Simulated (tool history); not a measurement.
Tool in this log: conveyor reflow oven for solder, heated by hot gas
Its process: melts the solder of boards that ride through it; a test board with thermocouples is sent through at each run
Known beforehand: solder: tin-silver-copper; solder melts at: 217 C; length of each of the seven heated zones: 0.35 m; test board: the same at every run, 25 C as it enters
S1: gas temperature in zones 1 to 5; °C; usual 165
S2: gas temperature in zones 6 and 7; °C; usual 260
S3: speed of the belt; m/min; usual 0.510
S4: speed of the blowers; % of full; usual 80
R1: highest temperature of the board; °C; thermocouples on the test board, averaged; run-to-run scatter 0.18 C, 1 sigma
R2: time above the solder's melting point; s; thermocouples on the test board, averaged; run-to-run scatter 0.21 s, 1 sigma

{"run": 1, "hour": 0.0, "S1": 165, "S2": 260, "S3": 0.51, "S4": 80, "R1": 247.9, "R2": 56.7}
{"run": 2, "hour": 36.6, "S1": 165, "S2": 259, "S3": 0.51, "S4": 80, "R1": 247.0, "R2": 56.1}
{"run": 3, "hour": 111.4, "S1": 165, "S2": 259, "S3": 0.51, "S4": 80, "R1": 247.2, "R2": 56.3}
{"run": 4, "hour": 180.2, "S1": 165, "S2": 259, "S3": 0.51, "S4": 80, "R1": 247.2, "R2": 56.2}
{"run": 5, "hour": 255.6, "S1": 165, "S2": 259, "S3": 0.51, "S4": 80, "R1": 247.0, "R2": 56.0}
{"run": 6, "hour": 334.9, "S1": 170, "S2": 260, "S3": 0.51, "S4": 80, "R1": 248.7, "R2": 59.5}
{"run": 7, "hour": 409.8, "S1": 165, "S2": 260, "S3": 0.51, "S4": 80, "R1": 248.1, "R2": 56.6}
{"run": 8, "hour": 451.7, "S1": 165, "S2": 260, "S3": 0.51, "S4": 80, "R1": 248.1, "R2": 56.6}
{"hour": 517.3, "done": "flux residue cleaned out of gas plates and filters"}
{"run": 9, "hour": 526.2, "S1": 165, "S2": 260, "S3": 0.51, "S4": 80, "R1": 248.4, "R2": 56.6}
{"run": 10, "hour": 572.8, "S1": 165, "S2": 260, "S3": 0.51, "S4": 80, "R1": 248.4, "R2": 56.7}
{"run": 11, "hour": 645.8, "S1": 165, "S2": 260, "S3": 0.537, "S4": 80, "R1": 246.6, "R2": 51.7}
{"run": 12, "hour": 689.4, "S1": 165, "S2": 260, "S3": 0.609, "S4": 80, "R1": 242.9, "R2": 41.8}
{"run": 13, "hour": 768.7, "S1": 165, "S2": 260, "S3": 0.609, "S4": 80, "R1": 242.8, "R2": 41.9}
{"run": 14, "hour": 826.1, "S1": 165, "S2": 260, "S3": 0.51, "S4": 73, "R1": 246.6, "R2": 54.8}
{"run": 15, "hour": 886.5, "S1": 165, "S2": 260, "S3": 0.51, "S4": 73, "R1": 246.1, "R2": 54.8}
{"run": 16, "hour": 947.0, "S1": 165, "S2": 271, "S3": 0.444, "S4": 80, "R1": 261.6, "R2": 76.8}
{"run": 17, "hour": 994.0, "S1": 165, "S2": 271, "S3": 0.444, "S4": 80, "R1": 262.0, "R2": 77.1}
{"run": 18, "hour": 1048.2, "S1": 154, "S2": 257, "S3": 0.452, "S4": 62, "R1": 242.6, "R2": 54.3}
{"run": 19, "hour": 1128.6, "S1": 165, "S2": 260, "S3": 0.534, "S4": 80, "R1": 246.7, "R2": 52.8}
{"run": 20, "hour": 1181.1, "S1": 166, "S2": 273, "S3": 0.559, "S4": 60, "R1": 250.9, "R2": 51.2}
{"hour": 1213.2, "done": "flux residue cleaned out of gas plates and filters"}
{"hour": 1233.8, "done": "belt drive overhauled, speed set with a stopwatch"}
{"run": 21, "hour": 1276.9, "S1": 161, "S2": 273, "S3": 0.587, "S4": 80, "R1": 254.8, "R2": 51.1}
{"run": 22, "hour": 1350.1, "S1": 165, "S2": 260, "S3": 0.51, "S4": 65, "R1": 244.4, "R2": 51.7}
{"run": 23, "hour": 1385.8, "S1": 173, "S2": 256, "S3": 0.473, "S4": 65, "R1": 244.7, "R2": 60.2}
{"run": 24, "hour": 1423.3, "S1": 173, "S2": 256, "S3": 0.473, "S4": 65, "R1": 244.1, "R2": 60.3}
{"hour": 1481.4, "done": "thermocouples of zones 6 and 7 changed"}
{"run": 25, "hour": 1504.5, "S1": 155, "S2": 253, "S3": 0.475, "S4": 80, "R1": 242.4, "R2": 52.9}
{"run": 26, "hour": 1553.3, "S1": 155, "S2": 253, "S3": 0.54, "S4": 80, "R1": 238.9, "R2": 41.4}
{"run": 27, "hour": 1632.1, "S1": 168, "S2": 268, "S3": 0.559, "S4": 80, "R1": 253.2, "R2": 55.3}
{"run": 28, "hour": 1670.4, "S1": 173, "S2": 268, "S3": 0.434, "S4": 58, "R1": 255.8, "R2": 76.4}
{"run": 29, "hour": 1740.3, "S1": 163, "S2": 260, "S3": 0.508, "S4": 74, "R1": 246.8, "R2": 54.3}
{"run": 30, "hour": 1791.9, "S1": 154, "S2": 260, "S3": 0.51, "S4": 79, "R1": 246.6, "R2": 51.4}

Below are 5 alternative next runs, each starting from the tool's condition after run 30. Predict each:
{"run": "A", "hour": 1856.1, "S1": 154, "S2": 260, "S3": 0.46, "S4": 74, "R1": "?", "R2": "?"}
{"run": "B", "hour": 1856.1, "S1": 172, "S2": 260, "S3": 0.51, "S4": 59, "R1": "?", "R2": "?"}
{"run": "C", "hour": 1856.1, "S1": 165, "S2": 273, "S3": 0.556, "S4": 61, "R1": "?", "R2": "?"}
{"run": "D", "hour": 1856.1, "S1": 162, "S2": 252, "S3": 0.411, "S4": 79, "R1": "?", "R2": "?"}
{"run": "E", "hour": 1856.1, "S1": 154, "S2": 260, "S3": 0.51, "S4": 90, "R1": "?", "R2": "?"}

run=A R1=248.0 R2=59.9
run=B R1=244.0 R2=52.9
run=C R1=251.1 R2=51.8
run=D R1=244.9 R2=69.7
run=E R1=248.7 R2=54.6
Had the tool no hidden state, the same runs would have come out as:
run=A R1=248.0 R2=59.9
run=B R1=244.0 R2=52.9
run=C R1=251.1 R2=51.8
run=D R1=245.0 R2=69.7
run=E R1=248.8 R2=54.6

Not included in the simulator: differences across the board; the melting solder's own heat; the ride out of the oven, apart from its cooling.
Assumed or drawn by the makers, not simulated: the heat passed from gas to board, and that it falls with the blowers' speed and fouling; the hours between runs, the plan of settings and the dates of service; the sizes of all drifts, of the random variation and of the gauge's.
